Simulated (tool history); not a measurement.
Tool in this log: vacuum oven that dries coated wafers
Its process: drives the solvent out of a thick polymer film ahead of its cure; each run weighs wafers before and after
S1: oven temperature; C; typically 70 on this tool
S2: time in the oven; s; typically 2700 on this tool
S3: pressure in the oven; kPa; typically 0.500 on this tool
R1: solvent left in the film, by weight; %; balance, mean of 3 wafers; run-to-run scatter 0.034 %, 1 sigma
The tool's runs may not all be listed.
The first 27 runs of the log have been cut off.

Run 28, day 20.429: usual settings but S2 3480 s, S3 0.277 kPa. Result: R1 1.92 %.
Run 29, day 20.925: usual settings but S2 3480 s, S3 0.277 kPa. Result: R1 1.97 %.
Run 30, day 21.962: usual settings but S2 3480 s, S3 0.277 kPa. Result: R1 1.88 %.
Run 31, day 22.392: usual settings but S1 64 C, S2 1440 s, S3 0.696 kPa. Result: R1 8.44 %.
Run 32, day 23.429: usual settings but S1 82 C, S2 1440 s, S3 1.739 kPa. Result: R1 3.58 %.
At day 23.604: oven's thermocouples calibrated.
Run 33, day 24.100: usual settings but S1 82 C, S2 1560 s, S3 0.860 kPa. Result: R1 3.01 %.
Run 34, day 25.012: usual settings but S1 68 C, S2 3120 s, S3 0.324 kPa. Result: R1 2.77 %.
Run 35, day 25.958: usual settings but S2 3900 s. Result: R1 1.59 %.
Run 36, day 26.604: usual settings but S2 3900 s. Result: R1 1.50 %.
Run 37, day 27.458: usual settings but S2 4740 s, S3 0.862 kPa. Result: R1 1.09 %.
Run 38, day 28.021: usual settings but S1 60 C, S2 2340 s, S3 0.673 kPa. Result: R1 6.74 %.
Run 39, day 28.483: usual settings but S1 60 C, S2 2340 s, S3 0.673 kPa. Result: R1 6.84 %.
Run 40, day 29.146: usual settings but S1 60 C, S2 2340 s, S3 0.673 kPa. Result: R1 6.78 %.
At day 29.325: oven's thermocouples calibrated, once more.
Run 41, day 30.192: usual settings but S2 1500 s. Result: R1 6.82 %.
Run 42, day 31.125: usual settings but S1 77 C, S2 1860 s, S3 0.485 kPa. Result: R1 3.67 %.
Run 43, day 31.829: usual settings but S1 64 C, S2 1560 s, S3 1.105 kPa. Result: R1 8.41 %.
Run 44, day 32.404: usual settings but S1 64 C, S2 1560 s, S3 1.105 kPa. Result: R1 8.46 %.
Run 45, day 33.433: usual settings but S1 64 C, S2 1560 s, S3 1.105 kPa. Result: R1 8.42 %.
Run 46, day 34.221: usual settings but S1 64 C, S2 1740 s, S3 1.105 kPa. Result: R1 8.01 %.

Consider 3 possible next runs. They are alternatives, not a sequence: every one starts from the tool as it was left by run 46. What does each give?
Run A, day 35.271: usual settings but S1 78 C, S2 1740 s, S3 0.303 kPa. Result: R1 ?.
Run B, day 35.271: usual settings but S2 3720 s, S3 1.873 kPa. Result: R1 ?.
Run C, day 35.271: usual settings but S1 66 C, S2 1320 s. Result: R1 ?.

run    R1
  A  3.71
  B  2.40
  C  8.63
Stripped of hidden state, with their random variation kept, the same runs would have yielded:
run    R1
  A  3.61
  B  2.27
  C  8.51
